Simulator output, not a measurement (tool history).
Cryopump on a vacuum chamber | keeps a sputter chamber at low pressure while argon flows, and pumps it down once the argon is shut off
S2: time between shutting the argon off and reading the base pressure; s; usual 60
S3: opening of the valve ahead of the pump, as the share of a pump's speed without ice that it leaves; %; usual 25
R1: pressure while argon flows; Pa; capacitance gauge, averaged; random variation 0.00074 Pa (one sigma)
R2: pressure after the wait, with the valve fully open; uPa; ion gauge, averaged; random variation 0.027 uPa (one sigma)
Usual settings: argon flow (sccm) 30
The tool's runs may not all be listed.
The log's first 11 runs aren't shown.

{"run": 12, "hour": 173.7, "argon flow (sccm)": 30, "S2": 60, "S3": 24, "R1": 0.1424, "R2": 3.0}
{"run": 13, "hour": 192.0, "argon flow (sccm)": 30, "S2": 60, "S3": 25, "R1": 0.1382, "R2": 3.06}
{"run": 14, "hour": 213.7, "argon flow (sccm)": 30, "S2": 60, "S3": 25, "R1": 0.1362, "R2": 3.09}
{"run": 15, "hour": 224.8, "argon flow (sccm)": 30, "S2": 60, "S3": 25, "R1": 0.138, "R2": 3.15}
{"run": 16, "hour": 246.4, "argon flow (sccm)": 30, "S2": 60, "S3": 28, "R1": 0.1226, "R2": 3.09}
{"run": 17, "hour": 266.0, "argon flow (sccm)": 30, "S2": 60, "S3": 25, "R1": 0.1383, "R2": 3.15}
{"run": 18, "hour": 282.1, "argon flow (sccm)": 30, "S2": 60, "S3": 25, "R1": 0.1379, "R2": 3.25}
{"run": 19, "hour": 302.4, "argon flow (sccm)": 39, "S2": 39, "S3": 25, "R1": 0.1794, "R2": 3.85}
{"run": 20, "hour": 313.6, "argon flow (sccm)": 35, "S2": 39, "S3": 25, "R1": 0.1616, "R2": 3.86}
{"run": 21, "hour": 329.7, "argon flow (sccm)": 35, "S2": 39, "S3": 25, "R1": 0.1625, "R2": 3.79}
{"run": 22, "hour": 346.4, "argon flow (sccm)": 26, "S2": 60, "S3": 23, "R1": 0.1297, "R2": 3.24}
{"run": 23, "hour": 358.8, "argon flow (sccm)": 19, "S2": 36, "S3": 56, "R1": 0.0405, "R2": 3.93}
{"run": 24, "hour": 370.4, "argon flow (sccm)": 59, "S2": 217, "S3": 17, "R1": 0.4012, "R2": 2.62}
{"run": 25, "hour": 391.1, "argon flow (sccm)": 59, "S2": 217, "S3": 17, "R1": 0.3982, "R2": 2.73}
{"run": 26, "hour": 401.7, "argon flow (sccm)": 59, "S2": 217, "S3": 17, "R1": 0.3965, "R2": 2.73}
{"run": 27, "hour": 423.3, "argon flow (sccm)": 59, "S2": 217, "S3": 17, "R1": 0.3998, "R2": 2.7}
{"run": 28, "hour": 436.4, "argon flow (sccm)": 59, "S2": 217, "S3": 17, "R1": 0.3953, "R2": 2.81}
{"run": 29, "hour": 450.4, "argon flow (sccm)": 59, "S2": 217, "S3": 17, "R1": 0.3967, "R2": 2.72}
{"hour": 466.3, "done": "leaking fittings of the chamber tightened, without venting"}
{"run": 30, "hour": 475.9, "argon flow (sccm)": 30, "S2": 60, "S3": 26, "R1": 0.1354, "R2": 1.23}
{"run": 31, "hour": 494.9, "argon flow (sccm)": 20, "S2": 284, "S3": 18, "R1": 0.128, "R2": 0.46}
{"run": 32, "hour": 510.9, "argon flow (sccm)": 30, "S2": 31, "S3": 25, "R1": 0.1396, "R2": 2.25}
{"run": 33, "hour": 533.2, "argon flow (sccm)": 30, "S2": 26, "S3": 23, "R1": 0.1522, "R2": 2.61}

The next listed run, before its measurement:
{"run": 34, "hour": 553.4, "argon flow (sccm)": 30, "S2": 58, "S3": 23, "R1": "?", "R2": "?"}

R1: 0.1528 Pa
R2: 1.40 uPa
Without the tool's hidden state the same run would have given R1 0.1472 Pa, R2 1.23 uPa.
